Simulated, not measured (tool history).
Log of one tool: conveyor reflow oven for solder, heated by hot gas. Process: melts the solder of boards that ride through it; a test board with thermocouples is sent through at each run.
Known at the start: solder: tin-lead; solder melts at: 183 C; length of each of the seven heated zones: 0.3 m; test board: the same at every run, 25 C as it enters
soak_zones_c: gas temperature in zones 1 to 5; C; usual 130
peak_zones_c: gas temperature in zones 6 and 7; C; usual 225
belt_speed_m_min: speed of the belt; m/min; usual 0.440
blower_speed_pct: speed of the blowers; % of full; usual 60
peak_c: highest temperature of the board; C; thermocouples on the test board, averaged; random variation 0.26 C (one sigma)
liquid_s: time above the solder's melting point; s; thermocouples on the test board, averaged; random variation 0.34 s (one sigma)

Run 1, day 0.000: usual settings. Result: peak_c 211.7 C, liquid_s 55.7 s.
Run 2, day 1.675: usual settings. Result: peak_c 211.2 C, liquid_s 55.7 s.
Run 3, day 3.979: usual settings. Result: peak_c 211.7 C, liquid_s 55.8 s.
Run 4, day 5.938: usual settings but peak_zones_c 213 C. Result: peak_c 200.5 C, liquid_s 42.8 s.
Run 5, day 7.417: usual settings. Result: peak_c 211.5 C, liquid_s 55.8 s.
Run 6, day 8.742: usual settings but peak_zones_c 219 C. Result: peak_c 205.6 C, liquid_s 49.5 s.
At day 10.204: flux residue cleaned out of gas plates and filters.
Run 7, day 10.954: usual settings but peak_zones_c 222 C. Result: peak_c 207.7 C, liquid_s 51.4 s.
Run 8, day 13.308: usual settings. Result: peak_c 210.5 C, liquid_s 54.0 s.
Run 9, day 14.346: usual settings. Result: peak_c 210.4 C, liquid_s 55.3 s.
At day 14.754: thermocouples of zones 6 and 7 changed.
Run 10, day 16.775: usual settings. Result: peak_c 210.3 C, liquid_s 54.3 s.
At day 19.171: flux residue cleaned out of gas plates and filters, once more.
Run 11, day 19.329: usual settings. Result: peak_c 212.4 C, liquid_s 57.0 s.
Run 12, day 21.792: usual settings. Result: peak_c 212.4 C, liquid_s 56.8 s.
Run 13, day 24.000: usual settings. Result: peak_c 211.7 C, liquid_s 56.7 s.
Run 14, day 25.212: usual settings but soak_zones_c 129 C. Result: peak_c 211.8 C, liquid_s 56.6 s.
Run 15, day 27.075: usual settings but soak_zones_c 129 C. Result: peak_c 212.0 C, liquid_s 56.2 s.
Run 16, day 28.600: usual settings but belt_speed_m_min 0.527 m/min, blower_speed_pct 83 % of full. Result: peak_c 211.2 C, liquid_s 45.9 s.
Run 17, day 30.850: usual settings but belt_speed_m_min 0.527 m/min, blower_speed_pct 83 % of full. Result: peak_c 210.6 C, liquid_s 45.9 s.
Run 18, day 31.921: usual settings but peak_zones_c 229 C, belt_speed_m_min 0.360 m/min, blower_speed_pct 79 % of full. Result: peak_c 222.7 C, liquid_s 82.7 s.
Run 19, day 33.433: usual settings but peak_zones_c 229 C, belt_speed_m_min 0.360 m/min, blower_speed_pct 64 % of full. Result: peak_c 221.1 C, liquid_s 80.5 s.
Run 20, day 34.912: usual settings but peak_zones_c 229 C, belt_speed_m_min 0.360 m/min, blower_speed_pct 64 % of full. Result: peak_c 221.1 C, liquid_s 80.6 s.
Run 21, day 36.808: usual settings but blower_speed_pct 71 % of full. Result: peak_c 213.8 C, liquid_s 58.9 s.
Run 22, day 38.317: usual settings but blower_speed_pct 79 % of full. Result: peak_c 214.7 C, liquid_s 59.9 s.
Run 23, day 40.096: usual settings but soak_zones_c 122 C, belt_speed_m_min 0.393 m/min, blower_speed_pct 55 % of full. Result: peak_c 212.8 C, liquid_s 61.9 s.
Run 24, day 42.317: usual settings but soak_zones_c 136 C, peak_zones_c 233 C, belt_speed_m_min 0.438 m/min, blower_speed_pct 84 % of full. Result: peak_c 223.1 C, liquid_s 69.5 s.
Run 25, day 43.679: usual settings but soak_zones_c 136 C, peak_zones_c 233 C, belt_speed_m_min 0.360 m/min, blower_speed_pct 84 % of full. Result: peak_c 227.4 C, liquid_s 88.3 s.
At day 46.133: flux residue cleaned out of gas plates and filters.
Run 26, day 46.288: usual settings but soak_zones_c 136 C, peak_zones_c 233 C, belt_speed_m_min 0.360 m/min, blower_speed_pct 84 % of full. Result: peak_c 227.5 C, liquid_s 88.9 s.
Run 27, day 48.267: usual settings but soak_zones_c 129 C, peak_zones_c 233 C, belt_speed_m_min 0.399 m/min, blower_speed_pct 84 % of full. Result: peak_c 225.3 C, liquid_s 75.6 s.
Run 28, day 49.721: usual settings but soak_zones_c 129 C, peak_zones_c 233 C, belt_speed_m_min 0.361 m/min, blower_speed_pct 84 % of full. Result: peak_c 226.9 C, liquid_s 86.2 s.

5 ways to go on from here, each from the tool as it stands after run 28. What would each give?
Run A, day 50.879: usual settings but soak_zones_c 129 C, peak_zones_c 215 C, belt_speed_m_min 0.354 m/min, blower_speed_pct 59 % of full. Result: peak_c ?, liquid_s ?.
Run B, day 50.879: usual settings but soak_zones_c 140 C, blower_speed_pct 72 % of full. Result: peak_c ?, liquid_s ?.
Run C, day 50.879: usual settings but peak_zones_c 226 C, belt_speed_m_min 0.409 m/min. Result: peak_c ?, liquid_s ?.
Run D, day 50.879: usual settings but blower_speed_pct 58 % of full. Result: peak_c ?, liquid_s ?.
Run E, day 50.879: usual settings but soak_zones_c 129 C, peak_zones_c 233 C, belt_speed_m_min 0.361 m/min, blower_speed_pct 80 % of full. Result: peak_c ?, liquid_s ?.

run  peak_c  liquid_s
  A   207.5      69.1
  B   215.3      64.7
  C   215.2      65.6
  D   211.5      57.0
  E   226.4      85.4
Without the tool's hidden state the same runs would have given:
run  peak_c  liquid_s
  A   207.8      67.1
  B   215.6      62.9
  C   215.4      63.6
  D   211.6      55.3
  E   226.8      83.1
